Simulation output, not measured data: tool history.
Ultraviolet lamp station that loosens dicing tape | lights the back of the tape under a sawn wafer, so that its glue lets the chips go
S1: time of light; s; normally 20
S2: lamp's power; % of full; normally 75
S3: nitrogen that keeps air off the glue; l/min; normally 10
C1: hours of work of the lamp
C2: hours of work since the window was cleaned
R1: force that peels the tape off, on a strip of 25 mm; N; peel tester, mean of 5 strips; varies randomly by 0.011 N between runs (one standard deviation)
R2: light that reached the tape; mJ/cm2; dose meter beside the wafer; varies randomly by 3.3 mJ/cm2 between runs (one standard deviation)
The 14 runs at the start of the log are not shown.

run 15 day=27.321 | S1=20 S2=86 S3=10 | C1=434 C2=402 | R1=0.55 R2=494
run 16 day=29.571 | S1=20 S2=86 S3=10 | C1=470 C2=439 | R1=0.578 R2=480
run 17 day=31.133 | S1=20 S2=86 S3=10 | C1=496 C2=464 | R1=0.604 R2=480
run 18 day=33.792 | S1=20 S2=75 S3=7 | C1=539 C2=508 | R1=1.061 R2=407
run 19 day=36.142 | S1=20 S2=75 S3=7 | C1=578 C2=546 | R1=1.075 R2=400
run 20 day=38.679 | S1=20 S2=75 S3=10 | C1=619 C2=588 | R1=0.922 R2=395
run 21 day=41.383 | S1=20 S2=75 S3=10 | C1=663 C2=632 | R1=0.963 R2=383
run 22 day=43.325 | S1=12 S2=93 S3=10 | C1=695 C2=664 | R1=1.547 R2=285
-- day=44.275 window cleaned of glue's vapour
run 23 day=45.546 | S1=25 S2=69 S3=10 | C1=731 C2=21 | R1=0.545 R2=496
run 24 day=47.108 | S1=27 S2=94 S3=10 | C1=757 C2=46 | R1=0.213 R2=732
run 25 day=49.383 | S1=15 S2=73 S3=10 | C1=794 C2=84 | R1=1.431 R2=313
run 26 day=50.567 | S1=25 S2=91 S3=7 | C1=813 C2=103 | R1=0.372 R2=636
run 27 day=53.333 | S1=19 S2=81 S3=4 | C1=858 C2=148 | R1=1.368 R2=422
run 28 day=56.008 | S1=19 S2=63 S3=10 | C1=902 C2=192 | R1=1.334 R2=324
run 29 day=58.658 | S1=19 S2=63 S3=10 | C1=945 C2=235 | R1=1.318 R2=320
run 30 day=61.312 | S1=35 S2=87 S3=10 | C1=989 C2=278 | R1=0.165 R2=795
run 31 day=63.658 | S1=35 S2=87 S3=10 | C1=1027 C2=317 | R1=0.17 R2=790
run 32 day=65.617 | S1=29 S2=68 S3=4 | C1=1059 C2=349 | R1=1.019 R2=496
run 33 day=67.112 | S1=29 S2=87 S3=4 | C1=1084 C2=373 | R1=0.598 R2=621
run 34 day=68.492 | S1=14 S2=75 S3=3 | C1=1106 C2=396 | R1=2.826 R2=254
run 35 day=70.954 | S1=13 S2=67 S3=3 | C1=1146 C2=436 | R1=3.348 R2=206

What does the tool deliver on the next run?
run 36 day=72.492 | S1=13 S2=67 S3=6 | C1=1171 C2=461 | R1=? R2=?

For run 36 the tool returned R1 3.038 N, R2 210 mJ/cm2.
Take away the tool's hidden state, keep the run-to-run variation as it was, and the same run would have given R1 1.991 N, R2 300 mJ/cm2.
